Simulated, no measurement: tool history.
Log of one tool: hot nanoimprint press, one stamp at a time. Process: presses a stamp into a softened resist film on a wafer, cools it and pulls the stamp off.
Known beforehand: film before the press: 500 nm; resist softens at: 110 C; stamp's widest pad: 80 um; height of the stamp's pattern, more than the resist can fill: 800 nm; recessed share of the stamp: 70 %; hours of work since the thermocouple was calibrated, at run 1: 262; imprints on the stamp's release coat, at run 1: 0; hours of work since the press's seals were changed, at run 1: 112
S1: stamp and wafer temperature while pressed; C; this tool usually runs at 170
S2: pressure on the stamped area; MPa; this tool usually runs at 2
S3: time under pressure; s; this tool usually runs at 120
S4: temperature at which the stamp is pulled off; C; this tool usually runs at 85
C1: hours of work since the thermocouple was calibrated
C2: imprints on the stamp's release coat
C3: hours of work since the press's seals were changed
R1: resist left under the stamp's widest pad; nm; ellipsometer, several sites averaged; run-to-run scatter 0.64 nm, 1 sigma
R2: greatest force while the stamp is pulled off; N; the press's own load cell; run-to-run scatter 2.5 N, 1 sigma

run,day,S1,S2,S3,S4,C1,C2,C3,R1,R2
1,0,170,2,120,85,262,0,112,251.8,143
# day 0.779: plate thermocouple calibrated
2,2.617,170,2,120,85,25,139,146,257.9,149
3,5.304,170,2,120,85,62,290,183,256.6,149
4,7.088,170,2,120,85,87,389,207,257.3,154
5,10.383,170,2,120,85,132,573,253,255,155
6,12.3,170,1.63,120,85,158,681,279,282.2,157
# day 13.804: stamp cleaned and given a new release coat
7,16.167,170,1.63,120,85,208,132,329,281.7,146
8,17.942,170,1.63,120,85,233,231,353,279.6,150
# day 20.65: plate thermocouple calibrated
9,21.233,170,1.63,120,85,8,408,397,285.9,154
10,23.092,170,1.63,120,85,34,512,422,282.7,157
11,26.875,170,1.63,120,85,86,723,474,282.2,158
# day 27.783: stamp cleaned and given a new release coat
12,29.567,170,2,120,91,119,100,508,253.4,123
13,32.912,170,2,120,85,165,287,554,254,151
14,35.9,170,2,120,85,206,454,595,252.2,153
15,38.979,170,2,120,85,249,626,638,252.7,155
# day 40.496: plate thermocouple calibrated
16,40.946,170,2,120,85,6,729,663,258.6,162
# day 41.558: stamp cleaned and given a new release coat
17,45.121,170,2,120,85,60,199,717,257.7,146
# day 46.071: press's hydraulic seals changed and the load cell set to zero
18,47.692,179,2.45,78,90,91,324,22,179.1,130
19,49.392,170,2,73,85,114,419,46,292.9,156
20,51.758,168,1.65,120,78,147,551,78,300.6,194
21,54.675,168,2.31,60,78,187,714,118,309.7,187
# day 55.546: stamp cleaned and given a new release coat
22,56.783,168,2.31,60,78,213,69,144,308.6,177
23,59.538,170,2.91,123,85,250,223,182,202,148
# day 60.962: plate thermocouple calibrated
24,63.546,160,3.13,120,93,36,440,235,316,125
25,66.438,173,1.93,131,81,75,602,275,224.2,171
# day 69.358: stamp cleaned and given a new release coat
26,69.358,170,2,115,85,112,0,312,258.1,146
27,72.983,171,2,100,79,162,203,362,257.9,173
28,75.342,170,2.6,127,85,194,335,394,216.5,158
29,77.375,178,1.7,120,85,222,448,422,199,155
# day 80.804: plate thermocouple calibrated
30,80.804,178,1.7,120,85,0,633,467,203.3,162

Forecast each of these 3 alternatives for the next run:
# day 83.333: stamp cleaned and given a new release coat
A,83.804,178,1.86,172,85,38,26,505,?,?
# day 83.333: stamp cleaned and given a new release coat
B,83.804,180,1.41,120,85,38,26,505,?,?
# day 83.333: stamp cleaned and given a new release coat
C,83.804,170,1.84,96,80,38,26,505,?,?

run,R1,R2
A,171.5,149
B,207.9,146
C,288.6,171
The same runs, with their run-to-run variation unchanged, on a tool lacking any hidden condition would have given:
run,R1,R2
A,168.7,148
B,205.2,145
C,284.5,170
